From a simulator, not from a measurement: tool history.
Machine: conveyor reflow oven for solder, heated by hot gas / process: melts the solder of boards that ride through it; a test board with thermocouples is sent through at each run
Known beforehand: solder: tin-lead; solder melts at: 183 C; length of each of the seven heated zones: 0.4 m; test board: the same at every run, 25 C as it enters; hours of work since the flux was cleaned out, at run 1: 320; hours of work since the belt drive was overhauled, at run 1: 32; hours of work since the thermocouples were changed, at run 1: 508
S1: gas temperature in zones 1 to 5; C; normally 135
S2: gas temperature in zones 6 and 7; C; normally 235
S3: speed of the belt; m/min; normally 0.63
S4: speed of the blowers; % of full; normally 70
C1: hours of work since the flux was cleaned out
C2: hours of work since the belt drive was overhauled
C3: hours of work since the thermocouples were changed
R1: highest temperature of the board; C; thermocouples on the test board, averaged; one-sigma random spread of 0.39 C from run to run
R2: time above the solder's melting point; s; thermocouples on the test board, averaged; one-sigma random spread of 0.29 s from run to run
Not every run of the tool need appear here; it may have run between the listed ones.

{"run": 1, "day": 0.0, "S1": 135, "S2": 235, "S3": 0.63, "S4": 70, "C1": 320, "C2": 32, "C3": 508, "R1": 214.3, "R2": 52.6}
{"run": 2, "day": 0.558, "S1": 135, "S2": 235, "S3": 0.63, "S4": 70, "C1": 326, "C2": 38, "C3": 514, "R1": 214.4, "R2": 52.4}
{"run": 3, "day": 1.042, "S1": 145, "S2": 235, "S3": 0.63, "S4": 70, "C1": 331, "C2": 43, "C3": 519, "R1": 216.1, "R2": 57.5}
{"day": 1.338, "done": "flux residue cleaned out of gas plates and filters"}
{"run": 4, "day": 1.617, "S1": 135, "S2": 235, "S3": 0.63, "S4": 70, "C1": 3, "C2": 47, "C3": 522, "R1": 216.8, "R2": 55.1}
{"run": 5, "day": 2.1, "S1": 135, "S2": 235, "S3": 0.63, "S4": 70, "C1": 8, "C2": 52, "C3": 527, "R1": 216.3, "R2": 55.4}
{"run": 6, "day": 2.517, "S1": 135, "S2": 235, "S3": 0.63, "S4": 70, "C1": 12, "C2": 56, "C3": 531, "R1": 215.6, "R2": 55.3}
{"run": 7, "day": 2.962, "S1": 135, "S2": 244, "S3": 0.63, "S4": 70, "C1": 17, "C2": 61, "C3": 536, "R1": 223.5, "R2": 60.2}
{"run": 8, "day": 3.492, "S1": 135, "S2": 244, "S3": 0.63, "S4": 70, "C1": 22, "C2": 66, "C3": 541, "R1": 223.3, "R2": 60.8}
{"run": 9, "day": 3.892, "S1": 135, "S2": 244, "S3": 0.63, "S4": 70, "C1": 26, "C2": 70, "C3": 545, "R1": 223.5, "R2": 59.9}
{"run": 10, "day": 4.292, "S1": 135, "S2": 244, "S3": 0.63, "S4": 70, "C1": 30, "C2": 74, "C3": 550, "R1": 222.7, "R2": 60}
{"run": 11, "day": 4.742, "S1": 135, "S2": 244, "S3": 0.63, "S4": 70, "C1": 35, "C2": 79, "C3": 554, "R1": 223.8, "R2": 60}
{"run": 12, "day": 5.275, "S1": 130, "S2": 235, "S3": 0.63, "S4": 70, "C1": 40, "C2": 84, "C3": 560, "R1": 214.5, "R2": 52.8}
{"run": 13, "day": 5.654, "S1": 135, "S2": 235, "S3": 0.63, "S4": 70, "C1": 44, "C2": 88, "C3": 563, "R1": 215.4, "R2": 54.2}
{"run": 14, "day": 5.904, "S1": 135, "S2": 235, "S3": 0.63, "S4": 70, "C1": 47, "C2": 91, "C3": 566, "R1": 215.5, "R2": 54.6}
{"run": 15, "day": 6.471, "S1": 142, "S2": 247, "S3": 0.68, "S4": 65, "C1": 52, "C2": 96, "C3": 572, "R1": 223.5, "R2": 57.7}
{"run": 16, "day": 6.925, "S1": 135, "S2": 225, "S3": 0.702, "S4": 70, "C1": 57, "C2": 101, "C3": 576, "R1": 204.8, "R2": 37.4}
{"run": 17, "day": 7.275, "S1": 134, "S2": 235, "S3": 0.603, "S4": 70, "C1": 61, "C2": 105, "C3": 580, "R1": 216.5, "R2": 57.7}
{"run": 18, "day": 7.608, "S1": 135, "S2": 235, "S3": 0.637, "S4": 70, "C1": 64, "C2": 108, "C3": 583, "R1": 215.5, "R2": 53.8}
{"run": 19, "day": 7.975, "S1": 140, "S2": 235, "S3": 0.637, "S4": 89, "C1": 68, "C2": 112, "C3": 587, "R1": 219.8, "R2": 59.7}
{"run": 20, "day": 8.375, "S1": 132, "S2": 235, "S3": 0.632, "S4": 70, "C1": 72, "C2": 116, "C3": 591, "R1": 214.7, "R2": 53}
{"run": 21, "day": 8.879, "S1": 124, "S2": 243, "S3": 0.662, "S4": 64, "C1": 77, "C2": 121, "C3": 596, "R1": 216.3, "R2": 48.8}
{"run": 22, "day": 9.267, "S1": 125, "S2": 235, "S3": 0.52, "S4": 70, "C1": 81, "C2": 125, "C3": 600, "R1": 220.4, "R2": 67.7}
{"run": 23, "day": 9.658, "S1": 135, "S2": 247, "S3": 0.607, "S4": 70, "C1": 85, "C2": 129, "C3": 604, "R1": 226.7, "R2": 65.1}
{"run": 24, "day": 10.042, "S1": 135, "S2": 247, "S3": 0.607, "S4": 70, "C1": 89, "C2": 133, "C3": 608, "R1": 226.7, "R2": 65.3}
{"run": 25, "day": 10.458, "S1": 139, "S2": 235, "S3": 0.509, "S4": 61, "C1": 93, "C2": 137, "C3": 612, "R1": 220.5, "R2": 75.3}
{"run": 26, "day": 10.762, "S1": 136, "S2": 228, "S3": 0.642, "S4": 81, "C1": 96, "C2": 140, "C3": 616, "R1": 212.2, "R2": 49.8}
{"run": 27, "day": 11.171, "S1": 135, "S2": 223, "S3": 0.524, "S4": 70, "C1": 100, "C2": 144, "C3": 620, "R1": 210.8, "R2": 62.3}

Branching from run 27: 3 alternative next runs. What would each branch give?
{"run": "A", "day": 11.625, "S1": 138, "S2": 224, "S3": 0.524, "S4": 70, "C1": 105, "C2": 149, "C3": 624, "R1": "?", "R2": "?"}
{"run": "B", "day": 11.625, "S1": 135, "S2": 224, "S3": 0.524, "S4": 80, "C1": 105, "C2": 149, "C3": 624, "R1": "?", "R2": "?"}
{"run": "C", "day": 11.625, "S1": 148, "S2": 223, "S3": 0.535, "S4": 67, "C1": 105, "C2": 149, "C3": 624, "R1": "?", "R2": "?"}

run=A R1=210.8 R2=64.6
run=B R1=212.6 R2=64.8
run=C R1=212 R2=67.4
Stripped of hidden state, with their random variation kept, the same runs would have yielded:
run=A R1=211.9 R2=65.5
run=B R1=213.7 R2=65.7
run=C R1=213 R2=68.2
